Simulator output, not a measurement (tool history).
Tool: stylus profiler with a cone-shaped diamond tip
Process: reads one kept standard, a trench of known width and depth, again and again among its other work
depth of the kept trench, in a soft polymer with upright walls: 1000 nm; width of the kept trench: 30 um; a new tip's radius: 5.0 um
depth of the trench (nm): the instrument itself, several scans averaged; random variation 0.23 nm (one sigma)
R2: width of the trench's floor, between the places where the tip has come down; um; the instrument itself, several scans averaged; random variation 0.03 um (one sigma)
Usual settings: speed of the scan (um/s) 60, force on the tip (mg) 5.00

Run 1, hour 0.0: usual settings. Result: depth of the trench (nm) 1024.16, R2 23.41 um.
Run 2, hour 9.4: usual settings. Result: depth of the trench (nm) 1024.07, R2 23.43 um.
Run 3, hour 20.8: usual settings. Result: depth of the trench (nm) 1024.03, R2 23.36 um.
Run 4, hour 31.1: usual settings. Result: depth of the trench (nm) 1024.19, R2 23.42 um.
Run 5, hour 41.5: usual settings. Result: depth of the trench (nm) 1024.14, R2 23.43 um.
Run 6, hour 57.9: usual settings. Result: depth of the trench (nm) 1024.35, R2 23.39 um.
Run 7, hour 68.3: usual settings. Result: depth of the trench (nm) 1024.29, R2 23.30 um.
Run 8, hour 76.0: usual settings. Result: depth of the trench (nm) 1024.56, R2 23.40 um.
Run 9, hour 87.3: usual settings but force on the tip (mg) 2.66. Result: depth of the trench (nm) 1016.20, R2 23.29 um.
Run 10, hour 98.8: usual settings but force on the tip (mg) 2.66. Result: depth of the trench (nm) 1016.70, R2 23.27 um.
Run 11, hour 107.2: usual settings but force on the tip (mg) 2.66. Result: depth of the trench (nm) 1016.82, R2 23.29 um.
Run 12, hour 121.8: usual settings but force on the tip (mg) 9.09. Result: depth of the trench (nm) 1035.73, R2 23.40 um.
Run 13, hour 136.6: usual settings but force on the tip (mg) 9.09. Result: depth of the trench (nm) 1035.56, R2 23.38 um.
Run 14, hour 152.8: usual settings but force on the tip (mg) 3.59. Result: depth of the trench (nm) 1020.35, R2 23.24 um.
Run 15, hour 162.4: usual settings but speed of the scan (um/s) 52. Result: depth of the trench (nm) 1024.31, R2 23.33 um.
At hour 164.0: height scale calibrated on a step standard.
Run 16, hour 174.7: usual settings but speed of the scan (um/s) 52. Result: depth of the trench (nm) 1025.49, R2 23.28 um.
Run 17, hour 183.0: usual settings but force on the tip (mg) 2.43. Result: depth of the trench (nm) 1017.04, R2 23.23 um.
Run 18, hour 197.6: usual settings but speed of the scan (um/s) 178, force on the tip (mg) 12.54. Result: depth of the trench (nm) 1045.42, R2 23.00 um.
Run 19, hour 206.1: usual settings but speed of the scan (um/s) 178, force on the tip (mg) 12.54. Result: depth of the trench (nm) 1045.18, R2 23.07 um.
Run 20, hour 220.3: usual settings but speed of the scan (um/s) 178, force on the tip (mg) 12.54. Result: depth of the trench (nm) 1044.91, R2 23.06 um.
Run 21, hour 234.1: usual settings but speed of the scan (um/s) 178, force on the tip (mg) 12.54. Result: depth of the trench (nm) 1045.27, R2 23.05 um.
Run 22, hour 241.7: usual settings but speed of the scan (um/s) 178, force on the tip (mg) 12.54. Result: depth of the trench (nm) 1045.04, R2 23.06 um.

Run 23 comes next. What will it give?
Run 23, hour 258.0: usual settings but speed of the scan (um/s) 211, force on the tip (mg) 11.75. Result: depth of the trench (nm) ?, R2 ?.

Run 23 gave depth of the trench (nm) 1043.50, R2 22.97 um.
Without the tool's hidden state the same run would have given depth of the trench (nm) 1040.03, R2 23.61 um.
